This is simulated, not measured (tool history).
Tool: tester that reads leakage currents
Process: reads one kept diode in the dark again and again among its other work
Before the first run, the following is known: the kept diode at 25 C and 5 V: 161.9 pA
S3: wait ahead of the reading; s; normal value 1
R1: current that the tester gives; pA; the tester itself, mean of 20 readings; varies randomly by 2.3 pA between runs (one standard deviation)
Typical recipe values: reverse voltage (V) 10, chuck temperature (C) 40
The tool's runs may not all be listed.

Run 1, day 0: usual settings. Result: R1 804.33 pA.
Run 2, day 10.083: usual settings. Result: R1 810.4 pA.
Run 3, day 16.421: usual settings. Result: R1 812.9 pA.
Run 4, day 26.746: usual settings. Result: R1 816.08 pA.
Run 5, day 34.854: usual settings. Result: R1 821.07 pA.
Run 6, day 42.25: usual settings but chuck temperature (C) 52. Result: R1 2053.89 pA.
Run 7, day 51.367: usual settings but chuck temperature (C) 52. Result: R1 2073.78 pA.
Run 8, day 56.229: usual settings but chuck temperature (C) 25. Result: R1 234.77 pA.
Run 9, day 66.667: usual settings but chuck temperature (C) 25. Result: R1 236.6 pA.
Run 10, day 76.329: usual settings but S3 0.37 s. Result: R1 774.68 pA.
Run 11, day 86.188: usual settings but S3 0.37 s. Result: R1 780.02 pA.
Run 12, day 95.504: usual settings but S3 0.37 s. Result: R1 784.91 pA.
Run 13, day 103.596: usual settings but S3 0.37 s. Result: R1 785.39 pA.
Run 14, day 110.208: usual settings. Result: R1 782.89 pA.
Run 15, day 114.838: usual settings. Result: R1 784.52 pA.
Run 16, day 125.192: usual settings. Result: R1 800.19 pA.
Run 17, day 134.071: usual settings. Result: R1 803.9 pA.
Run 18, day 139.975: usual settings. Result: R1 808.5 pA.
Run 19, day 144.55: usual settings. Result: R1 808.45 pA.
Run 20, day 152.733: usual settings but reverse voltage (V) 14.4, chuck temperature (C) 28, S3 4.55 s. Result: R1 353.53 pA.
Run 21, day 160.733: usual settings but reverse voltage (V) 14.4, chuck temperature (C) 39, S3 4.55 s. Result: R1 873.66 pA.
Run 22, day 167.021: usual settings but reverse voltage (V) 2.1, S3 6.78 s. Result: R1 421.43 pA.
Run 23, day 177.517: usual settings but reverse voltage (V) 1.2, S3 0.68 s. Result: R1 332.91 pA.
Run 24, day 184.896: usual settings but reverse voltage (V) 3.5, S3 9.66 s. Result: R1 523.72 pA.
Run 25, day 192.842: usual settings but reverse voltage (V) 3.5, S3 9.66 s. Result: R1 526.26 pA.
Run 26, day 198.529: usual settings but reverse voltage (V) 3.5, S3 9.66 s. Result: R1 504.82 pA.
Run 27, day 203.858: usual settings but chuck temperature (C) 26, S3 4.15 s. Result: R1 251.54 pA.
Run 28, day 214.304: usual settings but chuck temperature (C) 26, S3 4.15 s. Result: R1 253.34 pA.
Run 29, day 221.154: usual settings but reverse voltage (V) 1.9, chuck temperature (C) 21, S3 2.27 s. Result: R1 79.59 pA.
Run 30, day 231.117: usual settings but reverse voltage (V) 14.5, chuck temperature (C) 25, S3 2.27 s. Result: R1 283.27 pA.
Run 31, day 238.208: usual settings but reverse voltage (V) 3.2, chuck temperature (C) 53, S3 2.27 s. Result: R1 1345.53 pA.
Run 32, day 248.825: usual settings but reverse voltage (V) 6.1, chuck temperature (C) 60, S3 3.37 s. Result: R1 2924.04 pA.
Run 33, day 257.971: usual settings but reverse voltage (V) 6.1, chuck temperature (C) 60, S3 3.37 s. Result: R1 2931.78 pA.
Run 34, day 263.146: usual settings but chuck temperature (C) 22, S3 0.35 s. Result: R1 175.34 pA.
Run 35, day 270.421: usual settings but reverse voltage (V) 1. Result: R1 303.34 pA.
Run 36, day 280.812: usual settings but reverse voltage (V) 1. Result: R1 304.73 pA.
Run 37, day 287.95: usual settings but reverse voltage (V) 1.7, S3 1.55 s. Result: R1 380.67 pA.
Run 38, day 298.204: usual settings but S3 0.37 s. Result: R1 807.1 pA.

Not shown: 5 entries that the log had between the listed runs. Between which runs, and how does the tool's hidden state differ before and after?
From run 7 to run 8: chuck's temperature calibrated (day 54.833)
  stray current of the dirty probe card, pA a volt: 1.974 -> 2.025; current scale over the true one, %: -1.45 -> -1.47; true chuck temperature over the reading, C: 0.6 -> -0.02
  measured result minus the result with no hidden state, R1: +80.54 -> +16.23 pA
From run 9 to run 10: probe card cleaned and baked (day 73.5)
  stray current of the dirty probe card, pA a volt: 2.158 -> 0.051; current scale over the true one, %: -1.52 -> -1.56; true chuck temperature over the reading, C: 0.03 -> 0.07
  measured result minus the result with no hidden state, R1: +18.27 -> -7.41 pA
From run 15 to run 16: tester calibrated (day 124.104)
  stray current of the dirty probe card, pA a volt: 0.505 -> 0.633; current scale over the true one, %: -1.75 -> -0.22; true chuck temperature over the reading, C: 0.24 -> 0.29
  measured result minus the result with no hidden state, R1: +6.25 -> +22.52 pA
From run 25 to run 26: chuck's temperature calibrated (day 193.733)
  stray current of the dirty probe card, pA a volt: 1.463 -> 1.53; current scale over the true one, %: -0.55 -> -0.58; true chuck temperature over the reading, C: 0.57 -> 0.01
  measured result minus the result with no hidden state, R1: +25.92 -> +2.88 pA
From run 31 to run 32: probe card cleaned and baked (day 248.808)
  stray current of the dirty probe card, pA a volt: 2.017 -> 0.027; current scale over the true one, %: -0.77 -> -0.82; true chuck temperature over the reading, C: 0.19 -> 0.24
  measured result minus the result with no hidden state, R1: +14.87 -> +25.46 pA

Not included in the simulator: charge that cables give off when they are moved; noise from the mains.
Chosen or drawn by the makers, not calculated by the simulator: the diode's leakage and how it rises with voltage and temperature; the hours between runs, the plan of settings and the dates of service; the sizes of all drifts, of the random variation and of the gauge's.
